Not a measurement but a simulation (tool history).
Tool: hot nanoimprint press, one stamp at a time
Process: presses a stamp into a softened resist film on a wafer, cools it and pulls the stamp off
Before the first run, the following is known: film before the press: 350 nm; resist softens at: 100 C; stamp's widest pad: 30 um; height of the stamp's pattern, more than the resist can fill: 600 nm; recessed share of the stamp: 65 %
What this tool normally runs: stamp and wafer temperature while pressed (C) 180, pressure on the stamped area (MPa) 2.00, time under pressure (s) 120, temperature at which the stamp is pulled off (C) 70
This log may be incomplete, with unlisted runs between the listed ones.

| run | hour | stamp and wafer temperature while pressed (C) | pressure on the stamped area (MPa) | time under pressure (s) | temperature at which the stamp is pulled off (C) | resist left under the stamp's widest pad (angstrom) | greatest force while the stamp is pulled off (N) |
|---|---|---|---|---|---|---|---|
| 1 | 0.0 | 180 | 2.00 | 120 | 70 | 1665 | 128 |
| 2 | 22.8 | 180 | 2.00 | 120 | 70 | 1675 | 126 |
| 3 | 45.2 | 180 | 1.59 | 120 | 70 | 1812 | 126 |
| 4 | 74.8 | 180 | 2.00 | 120 | 63 | 1687 | 150 |
| 5 | 99.0 | 180 | 2.00 | 120 | 70 | 1670 | 125 |
| 6 | 119.6 | 180 | 2.00 | 120 | 70 | 1575 | 123 |
| 7 | 144.1 | 180 | 2.00 | 120 | 70 | 1565 | 126 |
| 8 | 159.2 | 180 | 2.00 | 120 | 70 | 1585 | 125 |
| 9 | 181.5 | 180 | 2.00 | 120 | 69 | 1576 | 131 |
| 10 | 209.4 | 180 | 2.00 | 120 | 69 | 1813 | 150 |
| 11 | 223.7 | 180 | 2.00 | 120 | 69 | 1824 | 153 |
| 12 | 253.0 | 182 | 2.00 | 136 | 66 | 1595 | 164 |
| 13 | 269.1 | 182 | 1.70 | 136 | 66 | 1716 | 171 |
| 14 | 290.4 | 182 | 1.70 | 136 | 66 | 1727 | 165 |
| 15 | 309.9 | 180 | 1.23 | 120 | 70 | 2157 | 152 |
| 16 | 338.1 | 171 | 1.23 | 143 | 70 | 2609 | 153 |
| 17 | 364.2 | 173 | 1.62 | 78 | 69 | 2673 | 157 |
| 18 | 381.9 | 190 | 2.47 | 116 | 69 | 1147 | 161 |
| 19 | 407.8 | 172 | 1.27 | 120 | 75 | 2606 | 138 |
| 20 | 423.8 | 175 | 1.88 | 66 | 68 | 2579 | 161 |
| 21 | 452.2 | 175 | 1.88 | 66 | 68 | 2547 | 165 |
| 22 | 473.8 | 175 | 1.37 | 74 | 68 | 2714 | 168 |

Put back what was entered between runs (2 entries, withheld): which listed runs does each sit between, and how does the hidden state differ from the listed run before to the listed run after?
From run 5 to run 6: plate thermocouple calibrated (hour 119.6)
  true temperature over the reading, C: 2.47 -> 3.93; pressure that arrives at the usual setting, %: 97.98 -> 97.95; grip of the stamp's worn release coat, % over a new coat's: 8.4 -> 9.3
  difference, measured minus the result without the unlogged condition, resist left under the stamp's widest pad (angstrom): -142 -> -227; greatest force while the stamp is pulled off (N): +0 -> -4
From run 9 to run 10: plate thermocouple calibrated, once more (hour 191.8)
  true temperature over the reading, C: 4.05 -> 0.07; pressure that arrives at the usual setting, %: 97.83 -> 97.79; grip of the stamp's worn release coat, % over a new coat's: 12.5 -> 13.7
  difference, measured minus the result without the unlogged condition, resist left under the stamp's widest pad (angstrom): -233 -> +11; greatest force while the stamp is pulled off (N): -1 -> +18
